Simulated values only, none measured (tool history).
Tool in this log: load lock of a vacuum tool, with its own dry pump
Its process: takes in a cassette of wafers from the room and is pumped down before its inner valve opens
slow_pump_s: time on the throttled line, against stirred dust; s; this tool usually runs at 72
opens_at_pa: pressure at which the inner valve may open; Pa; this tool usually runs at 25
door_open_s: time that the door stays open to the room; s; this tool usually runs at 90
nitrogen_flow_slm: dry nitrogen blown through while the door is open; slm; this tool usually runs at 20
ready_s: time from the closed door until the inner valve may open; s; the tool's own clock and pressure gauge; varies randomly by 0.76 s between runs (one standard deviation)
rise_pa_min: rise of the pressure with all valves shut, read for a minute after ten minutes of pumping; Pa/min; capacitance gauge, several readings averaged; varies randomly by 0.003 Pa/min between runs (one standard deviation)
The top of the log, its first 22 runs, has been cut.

| run | hour | slow_pump_s | opens_at_pa | door_open_s | nitrogen_flow_slm | hours that the pump has run since its overhaul | times that the door has closed on its seal | incoming humidity of the room's air, % | ready_s | rise_pa_min |
|---|---|---|---|---|---|---|---|---|---|---|
| 23 | 3041.4 | 56 | 25 | 156 | 20 | 4954 | 18029 | 45.7 | 104.1 | 0.045 |
| 24 | 3141.6 | 72 | 25 | 93 | 25 | 5054 | 18507 | 44.7 | 116.8 | 0.029 |
| 25 | 3294.5 | 72 | 25 | 93 | 25 | 5207 | 19238 | 40.9 | 113.9 | 0.022 |
| 26 | 3481.8 | 72 | 25 | 92 | 31 | 5394 | 20132 | 42.0 | 116.7 | 0.021 |
| 27 | 3678.3 | 72 | 42 | 90 | 11 | 5591 | 21070 | 47.4 | 111.3 | 0.040 |
| 28 | 3771.1 | 72 | 25 | 90 | 11 | 5684 | 21514 | 43.8 | 115.5 | 0.044 |
| 29 | 3901.8 | 72 | 34 | 38 | 10 | 5814 | 22137 | 44.6 | 113.3 | 0.022 |
| 30 | 4003.6 | 71 | 45 | 38 | 6 | 5916 | 22624 | 42.8 | 110.5 | 0.025 |
| 31 | 4140.4 | 71 | 45 | 38 | 6 | 6053 | 23277 | 44.3 | 111.0 | 0.026 |

Each row is a separate what-if for the run after 31, all from the same tool condition, not one after another. Results?
| A | 4301.7 | 143 | 19 | 155 | 6 | 6214 | 24047 | 46.5 | ? | ? |
| B | 4301.7 | 67 | 19 | 90 | 15 | 6214 | 24047 | 44.1 | ? | ? |
| C | 4301.7 | 72 | 25 | 53 | 20 | 6214 | 24047 | 43.8 | ? | ? |
| D | 4301.7 | 49 | 25 | 90 | 38 | 6214 | 24047 | 40.1 | ? | ? |
| E | 4301.7 | 72 | 19 | 90 | 9 | 6214 | 24047 | 46.3 | ? | ? |

| run | ready_s | rise_pa_min |
|---|---|---|
| A | 177.4 | 0.079 |
| B | 113.0 | 0.034 |
| C | 115.2 | 0.020 |
| D | 97.3 | 0.023 |
| E | 117.3 | 0.056 |
With the hidden condition removed and each run's random variation left untouched, the same runs would have given:
| run | ready_s | rise_pa_min |
|---|---|---|
| A | 177.4 | 0.078 |
| B | 113.0 | 0.033 |
| C | 115.2 | 0.019 |
| D | 97.3 | 0.022 |
| E | 117.2 | 0.055 |
